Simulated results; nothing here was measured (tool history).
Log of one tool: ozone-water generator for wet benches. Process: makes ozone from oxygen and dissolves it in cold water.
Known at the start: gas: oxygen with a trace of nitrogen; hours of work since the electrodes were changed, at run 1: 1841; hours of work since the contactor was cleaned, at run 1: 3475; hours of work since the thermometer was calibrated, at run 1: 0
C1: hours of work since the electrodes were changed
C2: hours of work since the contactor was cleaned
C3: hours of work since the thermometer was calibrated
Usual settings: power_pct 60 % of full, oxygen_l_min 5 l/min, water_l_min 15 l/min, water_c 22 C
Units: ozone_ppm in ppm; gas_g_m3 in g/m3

{"run": 1, "hour": 0.0, "power_pct": 60, "oxygen_l_min": 5, "water_l_min": 15, "water_c": 22, "C1": 1841, "C2": 3475, "C3": 0, "ozone_ppm": 20.8, "gas_g_m3": 164.7}
{"run": 2, "hour": 122.7, "power_pct": 60, "oxygen_l_min": 5, "water_l_min": 15, "water_c": 22, "C1": 1922, "C2": 3556, "C3": 81, "ozone_ppm": 20.8, "gas_g_m3": 164.8}
{"run": 3, "hour": 275.1, "power_pct": 60, "oxygen_l_min": 5, "water_l_min": 21, "water_c": 22, "C1": 2023, "C2": 3657, "C3": 182, "ozone_ppm": 16.5, "gas_g_m3": 163.5}
{"run": 4, "hour": 384.7, "power_pct": 60, "oxygen_l_min": 5, "water_l_min": 21, "water_c": 22, "C1": 2095, "C2": 3729, "C3": 254, "ozone_ppm": 16.4, "gas_g_m3": 164.3}
{"run": 5, "hour": 569.2, "power_pct": 60, "oxygen_l_min": 5, "water_l_min": 21, "water_c": 22, "C1": 2217, "C2": 3851, "C3": 376, "ozone_ppm": 16.2, "gas_g_m3": 162.9}
{"run": 6, "hour": 676.5, "power_pct": 60, "oxygen_l_min": 5, "water_l_min": 21, "water_c": 27, "C1": 2288, "C2": 3922, "C3": 447, "ozone_ppm": 15.2, "gas_g_m3": 163.6}
{"run": 7, "hour": 778.4, "power_pct": 60, "oxygen_l_min": 5, "water_l_min": 21, "water_c": 27, "C1": 2355, "C2": 3989, "C3": 514, "ozone_ppm": 15.2, "gas_g_m3": 162.8}
{"run": 8, "hour": 871.0, "power_pct": 60, "oxygen_l_min": 2.89, "water_l_min": 15, "water_c": 22, "C1": 2416, "C2": 4050, "C3": 575, "ozone_ppm": 18.4, "gas_g_m3": 197.8}
{"run": 9, "hour": 1067.8, "power_pct": 60, "oxygen_l_min": 5, "water_l_min": 15, "water_c": 21, "C1": 2546, "C2": 4180, "C3": 705, "ozone_ppm": 20.5, "gas_g_m3": 162.1}
{"run": 10, "hour": 1241.2, "power_pct": 88, "oxygen_l_min": 5, "water_l_min": 15, "water_c": 22, "C1": 2661, "C2": 4295, "C3": 820, "ozone_ppm": 26.8, "gas_g_m3": 214.1}
{"run": 11, "hour": 1395.3, "power_pct": 88, "oxygen_l_min": 5, "water_l_min": 15, "water_c": 22, "C1": 2762, "C2": 4397, "C3": 922, "ozone_ppm": 26.7, "gas_g_m3": 214.6}
{"run": 12, "hour": 1492.5, "power_pct": 88, "oxygen_l_min": 5, "water_l_min": 15, "water_c": 22, "C1": 2826, "C2": 4461, "C3": 986, "ozone_ppm": 26.5, "gas_g_m3": 212.3}
{"run": 13, "hour": 1667.4, "power_pct": 60, "oxygen_l_min": 5, "water_l_min": 15, "water_c": 16, "C1": 2942, "C2": 4576, "C3": 1101, "ozone_ppm": 22.6, "gas_g_m3": 161}
{"run": 14, "hour": 1810.4, "power_pct": 60, "oxygen_l_min": 5, "water_l_min": 15, "water_c": 16, "C1": 3036, "C2": 4671, "C3": 1196, "ozone_ppm": 22.3, "gas_g_m3": 161.8}
{"run": 15, "hour": 1968.3, "power_pct": 46, "oxygen_l_min": 5, "water_l_min": 15, "water_c": 22, "C1": 3141, "C2": 4775, "C3": 1300, "ozone_ppm": 16.6, "gas_g_m3": 132.8}
{"run": 16, "hour": 2162.0, "power_pct": 71, "oxygen_l_min": 5, "water_l_min": 15, "water_c": 22, "C1": 3269, "C2": 4903, "C3": 1428, "ozone_ppm": 22.6, "gas_g_m3": 181.2}
{"run": 17, "hour": 2334.2, "power_pct": 60, "oxygen_l_min": 5, "water_l_min": 15, "water_c": 22, "C1": 3382, "C2": 5017, "C3": 1542, "ozone_ppm": 19.7, "gas_g_m3": 160.4}
{"run": 18, "hour": 2501.0, "power_pct": 60, "oxygen_l_min": 5, "water_l_min": 15, "water_c": 28, "C1": 3493, "C2": 5127, "C3": 1652, "ozone_ppm": 17.9, "gas_g_m3": 160}
{"run": 19, "hour": 2678.9, "power_pct": 60, "oxygen_l_min": 8.75, "water_l_min": 19, "water_c": 22, "C1": 3610, "C2": 5244, "C3": 1769, "ozone_ppm": 17.9, "gas_g_m3": 132.4}
{"run": 20, "hour": 2806.4, "power_pct": 63, "oxygen_l_min": 6.17, "water_l_min": 15, "water_c": 22, "C1": 3694, "C2": 5328, "C3": 1853, "ozone_ppm": 20.7, "gas_g_m3": 150.7}
{"run": 21, "hour": 2944.8, "power_pct": 76, "oxygen_l_min": 4.56, "water_l_min": 12, "water_c": 23, "C1": 3786, "C2": 5420, "C3": 1945, "ozone_ppm": 25.6, "gas_g_m3": 194}
{"run": 22, "hour": 3083.9, "power_pct": 60, "oxygen_l_min": 5, "water_l_min": 15, "water_c": 24, "C1": 3877, "C2": 5512, "C3": 2037, "ozone_ppm": 18.9, "gas_g_m3": 158.6}
{"run": 23, "hour": 3276.8, "power_pct": 60, "oxygen_l_min": 5, "water_l_min": 15, "water_c": 24, "C1": 4005, "C2": 5639, "C3": 2164, "ozone_ppm": 19.1, "gas_g_m3": 157.6}
{"run": 24, "hour": 3366.6, "power_pct": 60, "oxygen_l_min": 2.5, "water_l_min": 15, "water_c": 22, "C1": 4064, "C2": 5698, "C3": 2223, "ozone_ppm": 17.1, "gas_g_m3": 203}
{"run": 25, "hour": 3549.8, "power_pct": 85, "oxygen_l_min": 5, "water_l_min": 17, "water_c": 22, "C1": 4185, "C2": 5819, "C3": 2344, "ozone_ppm": 22.9, "gas_g_m3": 201.7}
{"run": 26, "hour": 3691.8, "power_pct": 85, "oxygen_l_min": 5, "water_l_min": 17, "water_c": 22, "C1": 4279, "C2": 5913, "C3": 2438, "ozone_ppm": 22.7, "gas_g_m3": 202}
{"run": 27, "hour": 3818.2, "power_pct": 89, "oxygen_l_min": 5.53, "water_l_min": 14, "water_c": 17, "C1": 4362, "C2": 5997, "C3": 2522, "ozone_ppm": 29.6, "gas_g_m3": 200.6}
{"hour": 3982.4, "done": "contactor cleaned"}
{"run": 28, "hour": 3982.4, "power_pct": 83, "oxygen_l_min": 5.04, "water_l_min": 18, "water_c": 20, "C1": 4468, "C2": 0, "C3": 2627, "ozone_ppm": 23.4, "gas_g_m3": 195}
{"run": 29, "hour": 4158.5, "power_pct": 50, "oxygen_l_min": 3.57, "water_l_min": 15, "water_c": 14, "C1": 4585, "C2": 116, "C3": 2744, "ozone_ppm": 19.1, "gas_g_m3": 154.5}
{"run": 30, "hour": 4325.0, "power_pct": 57, "oxygen_l_min": 5, "water_l_min": 10, "water_c": 22, "C1": 4695, "C2": 226, "C3": 2854, "ozone_ppm": 24.3, "gas_g_m3": 150.3}
{"run": 31, "hour": 4476.5, "power_pct": 48, "oxygen_l_min": 5, "water_l_min": 15, "water_c": 18, "C1": 4795, "C2": 326, "C3": 2954, "ozone_ppm": 18.6, "gas_g_m3": 133.7}

Run 32 comes next. What will it give?
{"run": 32, "hour": 4628.4, "power_pct": 87, "oxygen_l_min": 5, "water_l_min": 15, "water_c": 22, "C1": 4895, "C2": 427, "C3": 3054, "ozone_ppm": "?", "gas_g_m3": "?"}

{"run 32": {"ozone_ppm": 25.4, "gas_g_m3": 200.2}}
Without the tool's hidden state the same run would have given ozone_ppm 28.8 ppm, gas_g_m3 225.7 g/m3.

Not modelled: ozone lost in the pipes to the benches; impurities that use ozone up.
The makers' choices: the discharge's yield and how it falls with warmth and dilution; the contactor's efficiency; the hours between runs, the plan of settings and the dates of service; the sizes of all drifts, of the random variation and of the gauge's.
